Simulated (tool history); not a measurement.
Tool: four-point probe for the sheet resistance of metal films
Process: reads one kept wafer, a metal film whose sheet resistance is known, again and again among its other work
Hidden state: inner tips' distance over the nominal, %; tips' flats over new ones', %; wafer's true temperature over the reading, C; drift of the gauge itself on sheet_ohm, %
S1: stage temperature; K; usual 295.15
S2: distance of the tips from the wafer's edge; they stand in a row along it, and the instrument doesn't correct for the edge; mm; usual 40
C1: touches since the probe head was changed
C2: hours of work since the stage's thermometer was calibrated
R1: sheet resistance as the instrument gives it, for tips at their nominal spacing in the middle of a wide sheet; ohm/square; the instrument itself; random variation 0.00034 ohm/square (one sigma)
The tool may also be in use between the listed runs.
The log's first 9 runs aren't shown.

Run 10, day 16.479: usual settings but S2 14 mm; C1 24537; C2 1980. Result: R1 1.692735 ohm/square.
Run 11, day 18.796: usual settings but S2 14 mm; C1 27353; C2 2019. Result: R1 1.692011 ohm/square.
Run 12, day 21.608: usual settings but S1 305.15 K, S2 14 mm; C1 30769; C2 2065. Result: R1 1.684061 ohm/square.
Run 13, day 23.988: usual settings; C1 33662; C2 2105. Result: R1 1.691599 ohm/square.
Run 14, day 25.221: usual settings; C1 35158; C2 2126. Result: R1 1.691309 ohm/square.
Run 15, day 27.917: usual settings but S2 62 mm; C1 38431; C2 2171. Result: R1 1.691604 ohm/square.
Run 16, day 29.246: usual settings but S2 62 mm; C1 40044; C2 2193. Result: R1 1.691703 ohm/square.
Run 17, day 32.046: usual settings but S2 62 mm; C1 43447; C2 2240. Result: R1 1.691594 ohm/square.
At day 32.775: stage's thermometer calibrated.
Run 18, day 34.179: usual settings but S2 62 mm; C1 46011; C2 23. Result: R1 1.691679 ohm/square.
Run 19, day 35.646: usual settings but S2 62 mm; C1 47794; C2 48. Result: R1 1.691535 ohm/square.
Run 20, day 37.579: usual settings but S2 62 mm; C1 50143; C2 80. Result: R1 1.691224 ohm/square.
Run 21, day 40.471: usual settings but S1 305.15 K, S2 12 mm; C1 53656; C2 128. Result: R1 1.68437 ohm/square.
Run 22, day 42.338: usual settings but S1 292.15 K, S2 5 mm; C1 55924; C2 160. Result: R1 1.70331 ohm/square.
Run 23, day 43.617: usual settings but S1 308.15 K, S2 4 mm; C1 57474; C2 181. Result: R1 1.694885 ohm/square.
Run 24, day 46.088: usual settings but S1 299.15 K; C1 60478; C2 222. Result: R1 1.687715 ohm/square.
Run 25, day 48.883: usual settings but S1 299.15 K; C1 63875; C2 269. Result: R1 1.68829 ohm/square.
Run 26, day 51.442: usual settings but S1 299.15 K; C1 66980; C2 312. Result: R1 1.688029 ohm/square.
Run 27, day 53.854: usual settings but S1 299.15 K; C1 69909; C2 352. Result: R1 1.687708 ohm/square.
Run 28, day 55.408: usual settings but S1 299.15 K; C1 71800; C2 378. Result: R1 1.688359 ohm/square.
Run 29, day 58.154: usual settings but S1 299.15 K; C1 75133; C2 424. Result: R1 1.687294 ohm/square.
Run 30, day 60.508: usual settings but S1 297.15 K, S2 10 mm; C1 77994; C2 463. Result: R1 1.692392 ohm/square.
Run 31, day 63.446: usual settings but S1 305.15 K, S2 52 mm; C1 81563; C2 512. Result: R1 1.682456 ohm/square.

Run 32 comes next. What will it give?
Run 32, day 65.238: usual settings but S1 305.15 K, S2 52 mm; C1 83736; C2 542. Result: R1 ?.

{"run 32": {"R1": 1.683462}}
Without the tool's hidden state the same run would have given R1 1.683387 ohm/square.

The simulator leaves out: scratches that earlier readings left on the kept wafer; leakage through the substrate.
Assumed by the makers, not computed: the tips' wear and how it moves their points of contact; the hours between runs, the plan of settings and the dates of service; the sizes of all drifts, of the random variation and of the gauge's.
